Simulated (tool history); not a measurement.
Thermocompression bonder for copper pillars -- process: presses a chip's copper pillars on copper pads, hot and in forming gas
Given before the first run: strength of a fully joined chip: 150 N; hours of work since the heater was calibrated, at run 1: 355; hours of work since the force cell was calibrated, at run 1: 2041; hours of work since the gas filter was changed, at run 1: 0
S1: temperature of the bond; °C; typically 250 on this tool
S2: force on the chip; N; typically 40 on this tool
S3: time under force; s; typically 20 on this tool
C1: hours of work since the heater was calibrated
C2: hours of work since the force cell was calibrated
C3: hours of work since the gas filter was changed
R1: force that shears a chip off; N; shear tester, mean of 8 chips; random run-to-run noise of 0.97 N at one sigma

run 1 day=0.000 | S1=250 S2=40 S3=20 | C1=355 C2=2041 C3=0 | R1=83.0
-- day=0.229 force cell calibrated
run 2 day=1.829 | S1=250 S2=28 S3=20 | C1=383 C2=26 C3=29 | R1=67.9
run 3 day=4.967 | S1=259 S2=28 S3=20 | C1=434 C2=77 C3=79 | R1=79.2
run 4 day=6.642 | S1=259 S2=28 S3=20 | C1=461 C2=104 C3=106 | R1=76.4
run 5 day=8.092 | S1=259 S2=28 S3=20 | C1=484 C2=127 C3=130 | R1=75.9
run 6 day=10.500 | S1=259 S2=28 S3=20 | C1=523 C2=166 C3=169 | R1=77.0
run 7 day=12.317 | S1=259 S2=28 S3=20 | C1=553 C2=195 C3=198 | R1=75.2
run 8 day=13.817 | S1=259 S2=28 S3=20 | C1=577 C2=219 C3=222 | R1=73.9
run 9 day=16.146 | S1=250 S2=35 S3=20 | C1=615 C2=257 C3=260 | R1=70.4
run 10 day=18.446 | S1=250 S2=35 S3=20 | C1=652 C2=294 C3=297 | R1=70.2
run 11 day=21.242 | S1=273 S2=35 S3=20 | C1=697 C2=339 C3=342 | R1=97.0
run 12 day=24.558 | S1=273 S2=35 S3=20 | C1=750 C2=393 C3=396 | R1=95.3
run 13 day=26.242 | S1=273 S2=35 S3=12 | C1=778 C2=420 C3=423 | R1=83.4
run 14 day=28.979 | S1=273 S2=35 S3=12 | C1=822 C2=464 C3=467 | R1=80.3
-- day=30.288 forming gas filter changed
run 15 day=32.133 | S1=250 S2=40 S3=20 | C1=872 C2=515 C3=30 | R1=77.8
run 16 day=33.879 | S1=250 S2=40 S3=20 | C1=901 C2=543 C3=58 | R1=77.5
run 17 day=35.283 | S1=250 S2=40 S3=20 | C1=923 C2=566 C3=81 | R1=76.6
run 18 day=38.588 | S1=250 S2=40 S3=20 | C1=977 C2=619 C3=134 | R1=75.0
run 19 day=40.200 | S1=250 S2=40 S3=20 | C1=1003 C2=645 C3=160 | R1=75.7
run 20 day=43.517 | S1=250 S2=40 S3=20 | C1=1056 C2=699 C3=214 | R1=74.6
run 21 day=45.404 | S1=241 S2=53 S3=20 | C1=1087 C2=729 C3=244 | R1=73.7
run 22 day=47.946 | S1=250 S2=30 S3=41 | C1=1128 C2=770 C3=285 | R1=81.1
run 23 day=50.892 | S1=250 S2=27 S3=23 | C1=1175 C2=818 C3=333 | R1=62.3
run 24 day=53.042 | S1=220 S2=40 S3=17 | C1=1210 C2=853 C3=368 | R1=37.2
-- day=54.204 heater calibrated with a thermocouple chip
run 25 day=54.512 | S1=229 S2=34 S3=34 | C1=5 C2=875 C3=390 | R1=59.7
run 26 day=57.088 | S1=250 S2=43 S3=25 | C1=47 C2=917 C3=432 | R1=85.1
run 27 day=58.658 | S1=250 S2=43 S3=25 | C1=72 C2=942 C3=457 | R1=84.6
-- day=60.408 forming gas filter changed
run 28 day=61.554 | S1=250 S2=39 S3=15 | C1=118 C2=989 C3=18 | R1=72.0

Run 29 comes next. What will it give?
run 29 day=63.725 | S1=236 S2=40 S3=20 | C1=153 C2=1024 C3=54 | R1=?

For run 29 the tool returned R1 64.4 N.
Had the tool carried no hidden state, the very same run would have given R1 65.7 N.

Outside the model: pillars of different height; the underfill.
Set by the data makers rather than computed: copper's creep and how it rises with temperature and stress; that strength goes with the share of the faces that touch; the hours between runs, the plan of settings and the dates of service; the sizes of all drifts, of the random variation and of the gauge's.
